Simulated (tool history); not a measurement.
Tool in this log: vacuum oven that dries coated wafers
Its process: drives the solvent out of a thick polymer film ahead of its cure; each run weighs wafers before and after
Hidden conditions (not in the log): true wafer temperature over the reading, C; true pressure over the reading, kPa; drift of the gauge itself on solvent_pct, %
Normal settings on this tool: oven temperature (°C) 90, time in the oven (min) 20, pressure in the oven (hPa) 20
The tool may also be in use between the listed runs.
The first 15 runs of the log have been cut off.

run	day	oven temperature (°C)	time in the oven (min)	pressure in the oven (hPa)	hours of work since the thermocouples were calibrated	hours of work since the vacuum gauge was cleaned of residue	solvent left in the film (%)
16	9.142	90	20	20	210	158	1.39
17	9.596	90	20	20	216	163	1.38
18	10.325	90	20	20	225	173	1.32
19	10.854	90	20	20	232	179	1.32
20	11.371	90	20	20	238	186	1.34
21	11.95	90	20	26.4	245	193	1.56
22	12.525	90	20	26.6	253	200	1.57
23	12.921	96	20	20	258	205	0.74
24	13.496	96	20	20	265	213	0.73
25	14.054	94	20	41.6	272	220	1.54
26	14.433	93	35	38.3	277	224	1.28
27	15.146	84	13	63.5	286	233	6.26
28	15.5	101	10	31.5	290	238	1.51
29	16	102	20	20	297	244	0.49
30	16.742	102	20	20	306	254	0.51
31	17.404	97	20	20	314	262	0.66
32	17.767	97	25	16.5	319	267	0.53
33	18.129	96	11	59.9	323	271	2.96
34	18.525	91	20	12	328	276	0.9
35	19.308	90	31	21.3	338	286	0.89
36	19.646	90	20	29.3	343	290	1.66

What if the next run were any one of these 5? Each begins from the tool's condition after run 36:
A	20.058	90	20	30.2	348	296	?
B	20.058	84	12	29.8	348	296	?
C	20.058	76	26	11.5	348	296	?
D	20.058	90	20	22.5	348	296	?
E	20.058	75	34	53	348	296	?

run	solvent left in the film (%)
A	1.73
B	5.47
C	3.33
D	1.44
E	4.94
Had the tool no hidden state, the same runs would have come out as:
run	solvent left in the film (%)
A	1.81
B	5.69
C	3.51
D	1.51
E	5.12
